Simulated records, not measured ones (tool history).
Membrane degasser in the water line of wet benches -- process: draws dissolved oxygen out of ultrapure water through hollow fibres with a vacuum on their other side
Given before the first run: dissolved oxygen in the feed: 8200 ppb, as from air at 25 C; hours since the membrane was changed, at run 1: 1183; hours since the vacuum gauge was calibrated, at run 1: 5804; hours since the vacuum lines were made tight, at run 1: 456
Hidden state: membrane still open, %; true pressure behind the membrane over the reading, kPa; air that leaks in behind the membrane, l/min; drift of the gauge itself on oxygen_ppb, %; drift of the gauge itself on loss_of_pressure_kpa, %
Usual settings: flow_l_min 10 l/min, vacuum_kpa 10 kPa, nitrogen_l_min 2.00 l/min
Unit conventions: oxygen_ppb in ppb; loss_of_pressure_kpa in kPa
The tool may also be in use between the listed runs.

run,hour,flow_l_min,vacuum_kpa,nitrogen_l_min,hours since the membrane was changed,hours since the vacuum gauge was calibrated,hours since the vacuum lines were made tight,oxygen_ppb,loss_of_pressure_kpa
1,0.0,10,10,2.00,1183,5804,456,101.8,30.62
2,61.9,10,10,2.00,1245,5866,518,101.2,30.66
3,109.6,11,10,2.00,1293,5913,566,119.4,33.79
4,145.6,11,10,5.91,1328,5949,602,60.0,33.92
5,181.4,11,10,5.91,1364,5985,638,60.0,33.49
6,235.6,11,10,5.91,1419,6039,692,60.1,33.77
7,272.8,7,10,2.00,1456,6077,729,60.5,21.21
8,311.0,7,10,2.00,1494,6115,767,61.2,21.00
9,375.1,10,10,2.00,1558,6179,831,98.6,30.55
10,444.4,10,10,2.00,1627,6248,901,99.0,30.82
11,476.1,10,10,2.00,1659,6280,932,100.0,30.59
12,534.2,10,10,2.00,1717,6338,990,101.1,30.56
13,584.7,10,10,2.00,1768,6389,1041,101.5,30.69
14,620.4,10,10,2.00,1803,6424,1077,99.5,30.73
15,680.6,10,10,2.00,1864,6484,1137,100.9,30.64
16,738.1,10,10,2.00,1921,6542,1194,100.7,30.91
17,791.8,10,10,2.00,1975,6596,1248,100.5,30.68

Estimate the outcome of run 18 from the log above:
18,848.2,10,10,1.04,2031,6652,1304,?,?

Run 18 produced oxygen_ppb 171.7 ppb, loss_of_pressure_kpa 30.39 kPa.
The same run, on a tool lacking any hidden state, would have yielded oxygen_ppb 171.5 ppb, loss_of_pressure_kpa 30.38 kPa.

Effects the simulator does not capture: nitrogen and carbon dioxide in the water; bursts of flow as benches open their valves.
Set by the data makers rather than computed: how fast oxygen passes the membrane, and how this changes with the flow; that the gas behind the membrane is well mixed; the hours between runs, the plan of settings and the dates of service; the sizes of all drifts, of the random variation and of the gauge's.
